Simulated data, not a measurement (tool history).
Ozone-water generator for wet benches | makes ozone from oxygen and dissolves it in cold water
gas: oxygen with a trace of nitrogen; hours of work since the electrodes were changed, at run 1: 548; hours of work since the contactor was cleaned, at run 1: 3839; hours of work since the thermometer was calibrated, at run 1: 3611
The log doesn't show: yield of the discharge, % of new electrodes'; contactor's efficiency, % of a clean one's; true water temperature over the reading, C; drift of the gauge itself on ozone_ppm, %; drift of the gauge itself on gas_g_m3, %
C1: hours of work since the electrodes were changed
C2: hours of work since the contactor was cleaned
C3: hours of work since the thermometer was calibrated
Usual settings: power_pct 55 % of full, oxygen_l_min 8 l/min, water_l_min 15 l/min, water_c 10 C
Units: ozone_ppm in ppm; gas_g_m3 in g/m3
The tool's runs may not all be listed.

run 1 hour=0 | power_pct=55 oxygen_l_min=8 water_l_min=15 water_c=10 | C1=548 C2=3839 C3=3611 | ozone_ppm=32.6 gas_g_m3=169.9
run 2 hour=54.6 | power_pct=55 oxygen_l_min=8 water_l_min=15 water_c=10 | C1=597 C2=3888 C3=3660 | ozone_ppm=32.1 gas_g_m3=170
run 3 hour=140.3 | power_pct=55 oxygen_l_min=8 water_l_min=15 water_c=10 | C1=674 C2=3966 C3=3738 | ozone_ppm=32 gas_g_m3=170.3
run 4 hour=208.5 | power_pct=55 oxygen_l_min=13.71 water_l_min=15 water_c=10 | C1=736 C2=4028 C3=3799 | ozone_ppm=27.4 gas_g_m3=118.2
run 5 hour=272.3 | power_pct=55 oxygen_l_min=13.71 water_l_min=15 water_c=10 | C1=794 C2=4085 C3=3857 | ozone_ppm=27.4 gas_g_m3=118.2
run 6 hour=344.9 | power_pct=82 oxygen_l_min=13.71 water_l_min=15 water_c=10 | C1=859 C2=4151 C3=3923 | ozone_ppm=36.7 gas_g_m3=158.4
run 7 hour=402.4 | power_pct=55 oxygen_l_min=8 water_l_min=15 water_c=10 | C1=911 C2=4203 C3=3975 | ozone_ppm=32 gas_g_m3=169.2
-- hour=411.1 water thermometer calibrated
run 8 hour=481.2 | power_pct=55 oxygen_l_min=8 water_l_min=10 water_c=10 | C1=982 C2=4274 C3=63 | ozone_ppm=40.1 gas_g_m3=168.5
run 9 hour=560.8 | power_pct=55 oxygen_l_min=8 water_l_min=10 water_c=10 | C1=1054 C2=4346 C3=135 | ozone_ppm=40.7 gas_g_m3=169.2
run 10 hour=628.6 | power_pct=55 oxygen_l_min=8 water_l_min=10 water_c=10 | C1=1115 C2=4407 C3=197 | ozone_ppm=40.5 gas_g_m3=168.9
run 11 hour=697.7 | power_pct=55 oxygen_l_min=8 water_l_min=10 water_c=10 | C1=1178 C2=4469 C3=259 | ozone_ppm=40 gas_g_m3=166.5
run 12 hour=762.3 | power_pct=55 oxygen_l_min=8 water_l_min=10 water_c=10 | C1=1236 C2=4528 C3=318 | ozone_ppm=40.7 gas_g_m3=166.7
run 13 hour=825.7 | power_pct=55 oxygen_l_min=8 water_l_min=10 water_c=10 | C1=1294 C2=4585 C3=375 | ozone_ppm=40.5 gas_g_m3=167
run 14 hour=912.8 | power_pct=55 oxygen_l_min=8 water_l_min=10 water_c=12 | C1=1372 C2=4664 C3=454 | ozone_ppm=38.8 gas_g_m3=169.3
run 15 hour=1000.7 | power_pct=59 oxygen_l_min=9.65 water_l_min=10 water_c=5 | C1=1452 C2=4743 C3=533 | ozone_ppm=44.5 gas_g_m3=154.8
run 16 hour=1081.2 | power_pct=53 oxygen_l_min=5.51 water_l_min=15 water_c=10 | C1=1525 C2=4816 C3=606 | ozone_ppm=33.9 gas_g_m3=208.8
run 17 hour=1134.9 | power_pct=53 oxygen_l_min=5.51 water_l_min=15 water_c=10 | C1=1573 C2=4865 C3=654 | ozone_ppm=33.9 gas_g_m3=207.9
run 18 hour=1193.4 | power_pct=53 oxygen_l_min=5.51 water_l_min=15 water_c=10 | C1=1626 C2=4918 C3=707 | ozone_ppm=34 gas_g_m3=209.2
run 19 hour=1277.7 | power_pct=53 oxygen_l_min=5.51 water_l_min=15 water_c=10 | C1=1702 C2=4994 C3=783 | ozone_ppm=33.8 gas_g_m3=209.6
run 20 hour=1350.1 | power_pct=53 oxygen_l_min=5.51 water_l_min=15 water_c=10 | C1=1768 C2=5059 C3=849 | ozone_ppm=33.6 gas_g_m3=208.1
run 21 hour=1429.1 | power_pct=55 oxygen_l_min=8 water_l_min=15 water_c=10 | C1=1839 C2=5131 C3=920 | ozone_ppm=32 gas_g_m3=166
run 22 hour=1515.7 | power_pct=60 oxygen_l_min=9.86 water_l_min=22 water_c=10 | C1=1918 C2=5209 C3=999 | ozone_ppm=25.2 gas_g_m3=154.2
run 23 hour=1589.3 | power_pct=60 oxygen_l_min=9.86 water_l_min=22 water_c=10 | C1=1984 C2=5275 C3=1065 | ozone_ppm=25.1 gas_g_m3=153.5
run 24 hour=1653 | power_pct=86 oxygen_l_min=4.55 water_l_min=16 water_c=6 | C1=2042 C2=5333 C3=1123 | ozone_ppm=49.3 gas_g_m3=335.1
run 25 hour=1722.3 | power_pct=55 oxygen_l_min=11.25 water_l_min=15 water_c=10 | C1=2104 C2=5396 C3=1185 | ozone_ppm=29 gas_g_m3=130.6
run 26 hour=1778.2 | power_pct=55 oxygen_l_min=11.25 water_l_min=15 water_c=10 | C1=2155 C2=5446 C3=1236 | ozone_ppm=29.2 gas_g_m3=131.5

Forecast each of these 4 alternatives for the next run:
-- hour=1806.8 gauge calibrated
run A hour=1865.1 | power_pct=55 oxygen_l_min=11.25 water_l_min=15 water_c=5 | C1=2233 C2=5525 C3=1315 | ozone_ppm=? gas_g_m3=?
-- hour=1806.8 gauge calibrated
run B hour=1865.1 | power_pct=55 oxygen_l_min=4.18 water_l_min=15 water_c=10 | C1=2233 C2=5525 C3=1315 | ozone_ppm=? gas_g_m3=?
-- hour=1806.8 gauge calibrated
run C hour=1865.1 | power_pct=55 oxygen_l_min=4.97 water_l_min=15 water_c=10 | C1=2233 C2=5525 C3=1315 | ozone_ppm=? gas_g_m3=?
-- hour=1806.8 gauge calibrated
run D hour=1865.1 | power_pct=98 oxygen_l_min=5.3 water_l_min=17 water_c=10 | C1=2233 C2=5525 C3=1315 | ozone_ppm=? gas_g_m3=?

run=A ozone_ppm=32.3 gas_g_m3=134.1
run=B ozone_ppm=35.4 gas_g_m3=264.6
run=C ozone_ppm=35.3 gas_g_m3=234.8
run=D ozone_ppm=48.1 gas_g_m3=344.6
Without the tool's hidden state the same runs would have given:
run=A ozone_ppm=32.3 gas_g_m3=134.3
run=B ozone_ppm=35.5 gas_g_m3=264.9
run=C ozone_ppm=35.3 gas_g_m3=235.1
run=D ozone_ppm=48.2 gas_g_m3=345.1

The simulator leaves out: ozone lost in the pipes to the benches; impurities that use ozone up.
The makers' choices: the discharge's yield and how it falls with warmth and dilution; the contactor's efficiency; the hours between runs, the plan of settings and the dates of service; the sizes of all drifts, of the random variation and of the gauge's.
